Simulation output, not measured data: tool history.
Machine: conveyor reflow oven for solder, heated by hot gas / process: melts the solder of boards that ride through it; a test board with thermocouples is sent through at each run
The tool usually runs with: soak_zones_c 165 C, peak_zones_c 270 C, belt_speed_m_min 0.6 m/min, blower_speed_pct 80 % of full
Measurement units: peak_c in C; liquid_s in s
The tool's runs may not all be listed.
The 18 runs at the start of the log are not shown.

run   hour  soak_zones_c  peak_zones_c  belt_speed_m_min  blower_speed_pct  peak_c  liquid_s
 19  215.3           165           274               0.6                51   235.1      29.8
 20  230.2           165           274               0.6                51   235.1      28.9
 21  246.3           165           278               0.6                80   251.3      48.7
 22  262.4           165           277               0.6                53     238      34.4
 23  274.1           168           270              0.61                80   244.2      42.9
 24  285.2           168           270              0.61                80   244.3      43.1
     292.3  -- belt drive overhauled, speed set with a stopwatch
 25  299.1           165           270               0.6                80   243.9        43
 26  306.2           171           270              0.64                80   243.6      40.1
 27  316.7           165           262               0.6                80   237.9      35.7
 28  329.2           165           262               0.6                80   237.4        36
 29  339.3           165           270             0.554                57   237.2      37.6
 30  347.1           165           270             0.554                57   238.8      36.9

3 options for the next run, each taken on its own from the tool as it stands now. Forecast them:
  A  359.8           177           281             0.485                80       ?         ?
  B  359.8           165           272             0.681                88       ?         ?
  C  359.8           165           270             0.594                57       ?         ?

run  peak_c  liquid_s
  A   262.8      73.4
  B   242.1      35.2
  C     234      30.4
Without the tool's hidden state the same runs would have given:
run  peak_c  liquid_s
  A   266.5      75.8
  B   247.2      39.7
  C     238      35.6
